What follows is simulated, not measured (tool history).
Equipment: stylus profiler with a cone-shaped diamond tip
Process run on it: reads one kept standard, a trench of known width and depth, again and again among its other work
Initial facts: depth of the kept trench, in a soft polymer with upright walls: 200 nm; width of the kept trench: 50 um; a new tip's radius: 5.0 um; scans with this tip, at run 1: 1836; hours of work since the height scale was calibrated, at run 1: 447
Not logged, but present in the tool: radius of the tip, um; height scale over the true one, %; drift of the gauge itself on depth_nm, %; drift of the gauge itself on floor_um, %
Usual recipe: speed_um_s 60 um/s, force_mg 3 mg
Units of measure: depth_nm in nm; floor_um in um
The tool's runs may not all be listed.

| run | hour | speed_um_s | force_mg | scans with this tip | hours of work since the height scale was calibrated | depth_nm | floor_um |
|---|---|---|---|---|---|---|---|
| 1 | 0 | 60 | 3 | 1836 | 447 | 202.8 | 46.75 |
| 2 | 13 | 62 | 3 | 1869 | 455 | 202.77 | 46.72 |
| 3 | 24.3 | 62 | 3 | 1898 | 462 | 202.88 | 46.69 |
| 4 | 38.8 | 45 | 3 | 1934 | 471 | 202.93 | 46.78 |
| 5 | 52.7 | 45 | 3 | 1970 | 480 | 202.92 | 46.79 |
| 6 | 70.3 | 45 | 3 | 2015 | 491 | 202.87 | 46.81 |
| 7 | 81 | 45 | 3 | 2042 | 498 | 202.86 | 46.78 |
| 8 | 92.8 | 60 | 3 | 2072 | 505 | 202.75 | 46.72 |
| 9 | 103.9 | 60 | 3 | 2100 | 512 | 203.02 | 46.64 |
| 10 | 122.9 | 60 | 3 | 2148 | 524 | 202.95 | 46.67 |
| 11 | 137.3 | 38 | 3 | 2185 | 533 | 202.78 | 46.75 |
| 12 | 146.4 | 38 | 3 | 2208 | 538 | 202.8 | 46.79 |
| 13 | 162.7 | 38 | 3 | 2249 | 548 | 203.04 | 46.78 |
| 14 | 179 | 38 | 3 | 2291 | 558 | 202.95 | 46.73 |
| 15 | 189.1 | 60 | 3 | 2317 | 565 | 202.88 | 46.69 |
| 16 | 206.7 | 60 | 3 | 2362 | 576 | 202.97 | 46.72 |
| 17 | 218.3 | 36 | 3 | 2391 | 583 | 203.19 | 46.77 |
| 18 | 234.7 | 20 | 3 | 2433 | 593 | 202.94 | 46.82 |
| 19 | 244.2 | 20 | 3 | 2457 | 599 | 203.03 | 46.82 |
| 20 | 260.2 | 62 | 3 | 2498 | 609 | 202.92 | 46.66 |
| 21 | 281.4 | 62 | 3 | 2552 | 622 | 202.88 | 46.68 |
| 22 | 301.5 | 62 | 3 | 2603 | 634 | 203.06 | 46.62 |
| 23 | 318.1 | 60 | 3 | 2645 | 645 | 202.9 | 46.72 |
| 24 | 339.4 | 109 | 1.36 | 2699 | 658 | 202.17 | 46.18 |
|  | 341.9 | height scale calibrated on a step standard |
| 25 | 350.9 | 109 | 1.36 | 2727 | 6 | 202.39 | 46.18 |
| 26 | 368.2 | 49 | 1.34 | 2771 | 16 | 202.1 | 46.57 |
| 27 | 381.4 | 104 | 1.32 | 2805 | 25 | 202.33 | 46.25 |
| 28 | 397.5 | 211 | 8.8 | 2846 | 35 | 205.76 | 46.36 |
| 29 | 410.7 | 130 | 4.96 | 2879 | 43 | 204.19 | 46.47 |
| 30 | 423.8 | 130 | 2.84 | 2913 | 51 | 203.2 | 46.31 |
| 31 | 436.1 | 130 | 2.84 | 2944 | 58 | 203.18 | 46.28 |
| 32 | 449.6 | 35 | 3.57 | 2978 | 67 | 203.65 | 46.7 |
| 33 | 462 | 49 | 6.18 | 3010 | 74 | 204.73 | 46.68 |
|  | 471.8 | height scale calibrated on a step standard, once more |
| 34 | 478.6 | 49 | 6.18 | 3051 | 4 | 203.59 | 46.64 |
| 35 | 496.4 | 134 | 6.38 | 3096 | 15 | 203.83 | 46.47 |
| 36 | 512.9 | 134 | 6.38 | 3138 | 26 | 203.93 | 46.48 |
| 37 | 533.1 | 134 | 6.38 | 3190 | 38 | 203.69 | 46.44 |
| 38 | 549.2 | 134 | 4.18 | 3230 | 48 | 202.87 | 46.35 |
| 39 | 570.9 | 134 | 4.18 | 3286 | 61 | 202.98 | 46.34 |
| 40 | 592.9 | 18 | 1.96 | 3342 | 75 | 201.94 | 46.69 |
| 41 | 603.4 | 18 | 1.96 | 3368 | 82 | 201.63 | 46.74 |
| 42 | 624.3 | 18 | 1.53 | 3422 | 95 | 201.51 | 46.76 |
| 43 | 637.3 | 18 | 1.53 | 3455 | 103 | 201.47 | 46.7 |
| 44 | 653.5 | 72 | 7.32 | 3496 | 113 | 204.27 | 46.64 |
| 45 | 667.5 | 126 | 6.89 | 3531 | 121 | 204 | 46.45 |

Below are 4 alternative next runs, each starting from the tool's condition after run 45. Predict each:
| A | 682.9 | 20 | 2.2 | 3571 | 131 | ? | ? |
| B | 682.9 | 17 | 3.32 | 3571 | 131 | ? | ? |
| C | 682.9 | 50 | 6.89 | 3571 | 131 | ? | ? |
| D | 682.9 | 24 | 2.25 | 3571 | 131 | ? | ? |

| run | depth_nm | floor_um |
|---|---|---|
| A | 201.88 | 46.71 |
| B | 202.65 | 46.73 |
| C | 204.24 | 46.67 |
| D | 201.98 | 46.66 |
What these runs would have given with no unlogged condition in the tool:
| run | depth_nm | floor_um |
|---|---|---|
| A | 201.81 | 47.11 |
| B | 202.58 | 47.13 |
| C | 204.17 | 47.06 |
| D | 201.91 | 47.06 |

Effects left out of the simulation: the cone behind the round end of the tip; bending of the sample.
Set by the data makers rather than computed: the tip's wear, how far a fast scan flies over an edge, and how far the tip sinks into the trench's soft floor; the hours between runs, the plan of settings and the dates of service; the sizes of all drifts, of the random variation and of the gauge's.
